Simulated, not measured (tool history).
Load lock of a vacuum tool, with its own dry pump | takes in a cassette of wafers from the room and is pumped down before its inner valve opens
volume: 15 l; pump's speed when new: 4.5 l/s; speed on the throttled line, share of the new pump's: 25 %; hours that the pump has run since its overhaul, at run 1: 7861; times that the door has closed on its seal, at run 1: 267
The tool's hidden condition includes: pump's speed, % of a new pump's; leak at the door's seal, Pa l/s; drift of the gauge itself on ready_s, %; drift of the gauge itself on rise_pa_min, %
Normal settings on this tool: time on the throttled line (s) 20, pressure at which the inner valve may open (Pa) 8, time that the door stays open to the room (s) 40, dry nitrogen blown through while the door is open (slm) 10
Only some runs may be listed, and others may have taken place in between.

run,hour,time on the throttled line (s),pressure at which the inner valve may open (Pa),time that the door stays open to the room (s),dry nitrogen blown through while the door is open (slm),hours that the pump has run since its overhaul,times that the door has closed on its seal,"incoming humidity of the room's air, %",time from the closed door until the inner valve may open (s),rise of the pressure with all valves shut (Pa/min)
1,0,20,8,40,10,7861,267,48.2,50.9,0.054
2,507.4,20,8,40,10,8368,1240,43.4,51.7,0.059
3,1093.3,20,8,40,10,8954,2364,46.1,52.1,0.06
4,1400.5,20,8,40,10,9261,2953,45.3,52.8,0.063
5,1764.5,20,8,37,10,9625,3651,40.7,52.5,0.063
6,2140.1,20,8,37,10,10001,4372,44.8,52.7,0.066
7,2683.2,20,8,40,10,10544,5413,46.7,52.9,0.066
8,3140.7,24,8,40,10,11001,6291,43.8,56.4,0.075
9,3650.2,24,8,40,10,11511,7268,44.8,57.2,0.085
10,4349.3,24,8,44,10,12210,8609,44.5,57.5,0.093
11,4963.3,20,8,40,10,12824,9786,43.5,55.3,0.093
# hour 5094.8: dry pump taken out, an overhauled one fitted
12,5474.4,37,8,40,10,380,10755,43.6,60.4,0.1
13,5885.8,37,8,40,10,791,11544,46.2,59.6,0.111
14,6332.6,37,8,40,10,1238,12401,43,59.5,0.114
15,6784.5,20,8,40,10,1690,13268,45.8,47.7,0.123
16,7495.3,20,8,40,33,2400,14631,46.2,47.9,0.114
17,8022.9,20,8,40,33,2928,15643,46,48.7,0.127
18,8645.9,20,8,40,33,3551,16838,44.6,48.8,0.138
19,9288.8,20,8,40,33,4194,18071,47.5,49.1,0.147
20,9946.4,20,8,40,33,4852,19332,47.4,49.3,0.166
21,10315.5,33,15,121,8,5221,20040,42,56.8,0.214
22,10999.2,19,13,52,8,5904,21351,46,47.2,0.215
23,11354.8,36,13,52,8,6260,22033,45.5,60,0.222
24,11890.9,36,9,52,8,6796,23061,44.9,61.8,0.233
25,12578.3,36,9,112,8,7483,24380,42.6,62.7,0.255
26,13299.8,36,9,91,12,8205,25763,43.6,62,0.263
27,13989.9,36,7,91,8,8895,27087,46.7,64,0.299
28,14658.3,14,7,193,24,9563,28369,40.8,48.8,0.295
29,15264.5,14,13,193,25,10170,29532,45.6,47.3,0.312
# hour 15868.5: door's seal changed, seat wiped
30,15929.3,20,9,233,28,10833,117,44.6,52.7,0.046
31,16585.2,16,13,40,25,11489,1375,45.4,49.1,0.032
32,17051,16,11,79,10,11955,2268,46.2,50.3,0.065
33,17447.4,20,12,86,10,12351,3028,47.4,51.8,0.072
34,17824.7,30,11,89,16,12728,3752,40.8,60.3,0.053
# hour 18020.3: dry pump taken out, an overhauled one fitted
35,18505.6,27,11,143,25,485,5046,44.2,51,0.058
36,19033.5,27,11,143,25,1013,6059,41.9,51.3,0.063
37,19499.4,27,11,143,25,1479,6952,44.2,52,0.067
38,20218.7,27,11,143,25,2198,8332,43.9,52.5,0.078

What if the next run were any one of these 3? Each begins from the tool's condition after run 38:
A,20689.5,27,14,143,14,2669,9235,45.3,?,?
B,20689.5,20,11,52,10,2669,9235,44.6,?,?
C,20689.5,17,8,60,10,2669,9235,45.3,?,?

run,time from the closed door until the inner valve may open (s),rise of the pressure with all valves shut (Pa/min)
A,51.3,0.106
B,47.2,0.096
C,46,0.099
Had the tool no hidden state, the same runs would have come out as:
run,time from the closed door until the inner valve may open (s),rise of the pressure with all valves shut (Pa/min)
A,50,0.062
B,45.7,0.051
C,44.4,0.054
